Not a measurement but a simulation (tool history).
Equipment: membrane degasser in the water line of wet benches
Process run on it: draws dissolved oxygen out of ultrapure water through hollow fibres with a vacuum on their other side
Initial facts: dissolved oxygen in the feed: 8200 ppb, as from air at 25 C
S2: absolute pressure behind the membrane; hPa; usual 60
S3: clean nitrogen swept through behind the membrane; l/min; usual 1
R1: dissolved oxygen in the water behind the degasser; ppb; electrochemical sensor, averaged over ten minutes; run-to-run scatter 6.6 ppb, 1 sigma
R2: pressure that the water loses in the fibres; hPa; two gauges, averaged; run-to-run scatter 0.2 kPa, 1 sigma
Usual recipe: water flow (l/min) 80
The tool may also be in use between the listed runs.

Run 1, hour 0: usual settings. Result: R1 799.5 ppb, R2 508.9 hPa.
Run 2, hour 303.6: usual settings but S2 101.1 hPa. Result: R1 1252.4 ppb, R2 509.1 hPa.
Run 3, hour 583.2: usual settings but S2 37.9 hPa. Result: R1 566.3 ppb, R2 512.9 hPa.
Run 4, hour 864.6: usual settings but S2 37.9 hPa. Result: R1 570.4 ppb, R2 516.1 hPa.
At hour 998.8: membrane cartridge changed.
Run 5, hour 998.8: usual settings but S2 126.1 hPa. Result: R1 1407.1 ppb, R2 448.1 hPa.
Run 6, hour 1312.3: usual settings but S2 126.1 hPa. Result: R1 1397.7 ppb, R2 448.2 hPa.
Run 7, hour 1617.9: usual settings but S2 126.1 hPa. Result: R1 1408.5 ppb, R2 455.9 hPa.
Run 8, hour 1799.2: usual settings but S2 126.1 hPa, S3 1.08 l/min. Result: R1 1387.7 ppb, R2 451.9 hPa.
At hour 1924.1: vacuum gauge calibrated.
Run 9, hour 2088: usual settings but S2 126.1 hPa, S3 1.08 l/min. Result: R1 1342.3 ppb, R2 454.9 hPa.
Run 10, hour 2258.2: usual settings but S2 77.9 hPa. Result: R1 864.6 ppb, R2 456.1 hPa.
Run 11, hour 2523.7: usual settings but water flow (l/min) 86. Result: R1 736.1 ppb, R2 490.5 hPa.
Run 12, hour 2780.7: usual settings. Result: R1 681.3 ppb, R2 460.2 hPa.
Run 13, hour 3012.2: usual settings. Result: R1 692.4 ppb, R2 460.5 hPa.
Run 14, hour 3235.6: usual settings. Result: R1 695 ppb, R2 462.9 hPa.
Run 15, hour 3461.8: usual settings. Result: R1 694 ppb, R2 462.3 hPa.
Run 16, hour 3697: usual settings but S2 39.8 hPa. Result: R1 463.4 ppb, R2 463.2 hPa.
Run 17, hour 3912.3: usual settings but water flow (l/min) 110, S3 0.61 l/min. Result: R1 1224.2 ppb, R2 641.5 hPa.
Run 18, hour 4196.8: usual settings but water flow (l/min) 51. Result: R1 364 ppb, R2 295.8 hPa.
Run 19, hour 4405.9: usual settings but water flow (l/min) 109, S3 0.82 l/min. Result: R1 1134.1 ppb, R2 635.1 hPa.
Run 20, hour 4606.3: usual settings but water flow (l/min) 109, S3 0.82 l/min. Result: R1 1152.6 ppb, R2 635.7 hPa.
Run 21, hour 4917.6: usual settings but water flow (l/min) 76, S3 0.82 l/min. Result: R1 716.2 ppb, R2 446.5 hPa.
At hour 5055.3: vacuum gauge calibrated.
Run 22, hour 5216.3: usual settings but water flow (l/min) 49, S2 140.4 hPa. Result: R1 985.3 ppb, R2 285.3 hPa.
Run 23, hour 5427.4: usual settings but water flow (l/min) 51, S2 36.8 hPa, S3 0.58 l/min. Result: R1 163.6 ppb, R2 299.1 hPa.
Run 24, hour 5655.2: usual settings but water flow (l/min) 51, S2 36.8 hPa, S3 0.58 l/min. Result: R1 169.1 ppb, R2 303.4 hPa.
Run 25, hour 5879.4: usual settings but water flow (l/min) 121, S3 0.59 l/min. Result: R1 1368.6 ppb, R2 715.9 hPa.

The next listed run, before its measurement:
Run 26, hour 6156.3: usual settings but water flow (l/min) 121, S3 0.59 l/min. Result: R1 ?, R2 ?.

R1: 1409.5 ppb
R2: 724.6 hPa
The same run, on a tool lacking any hidden state, would have yielded R1 1313.3 ppb, R2 686.8 hPa.
